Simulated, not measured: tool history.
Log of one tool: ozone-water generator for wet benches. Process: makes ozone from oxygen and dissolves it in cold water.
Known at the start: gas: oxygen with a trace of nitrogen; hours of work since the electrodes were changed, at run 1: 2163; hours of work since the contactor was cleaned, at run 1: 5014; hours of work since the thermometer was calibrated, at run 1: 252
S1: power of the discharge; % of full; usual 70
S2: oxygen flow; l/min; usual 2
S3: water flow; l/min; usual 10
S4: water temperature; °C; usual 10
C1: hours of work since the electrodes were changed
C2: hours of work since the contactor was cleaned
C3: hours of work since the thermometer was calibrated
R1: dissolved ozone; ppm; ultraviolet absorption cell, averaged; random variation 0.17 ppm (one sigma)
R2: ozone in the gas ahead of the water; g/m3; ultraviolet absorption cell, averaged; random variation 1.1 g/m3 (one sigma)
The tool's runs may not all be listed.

run,hour,S1,S2,S3,S4,C1,C2,C3,R1,R2
1,0,70,2,10,10,2163,5014,252,21,199.8
2,155,80,2,10,10,2301,5151,390,22.4,210.1
3,253.2,80,2,10,10,2388,5239,477,22.4,212.7
4,374.6,70,2,10,10,2495,5346,585,21,199.9
5,468.4,70,2,10,7,2579,5430,668,21.4,197.5
6,604,70,2,10,7,2699,5550,788,21.2,197.4
7,691.1,70,2,10,7,2776,5627,866,21.4,196.6
8,815.9,70,2,10,7,2887,5738,976,21.1,199.5
9,909.4,70,2,10,7,2970,5821,1059,21.4,198.5
10,992.4,48,2,10,7,3044,5895,1133,17.6,164.9
11,1102.2,48,2,10,7,3141,5992,1231,17.6,163.7
12,1179.7,70,2,10,10,3210,6061,1299,20.6,195.6
13,1270.7,70,2,14,10,3291,6142,1380,14.7,197.2
14,1414.5,70,2,14,10,3419,6270,1508,14.8,195.6
15,1556.9,70,2,14,10,3545,6396,1634,14.6,197.7
16,1669.3,70,2,14,10,3645,6496,1734,14.6,196.7

Forecast run 17:
# hour 1681.2: water thermometer calibrated
17,1768.1,63,1.16,10,11,3732,6583,77,?,?

R1: 15.3 ppm
R2: 222.1 g/m3
Without the tool's hidden state the same run would have given R1 16.5 ppm, R2 231 g/m3.
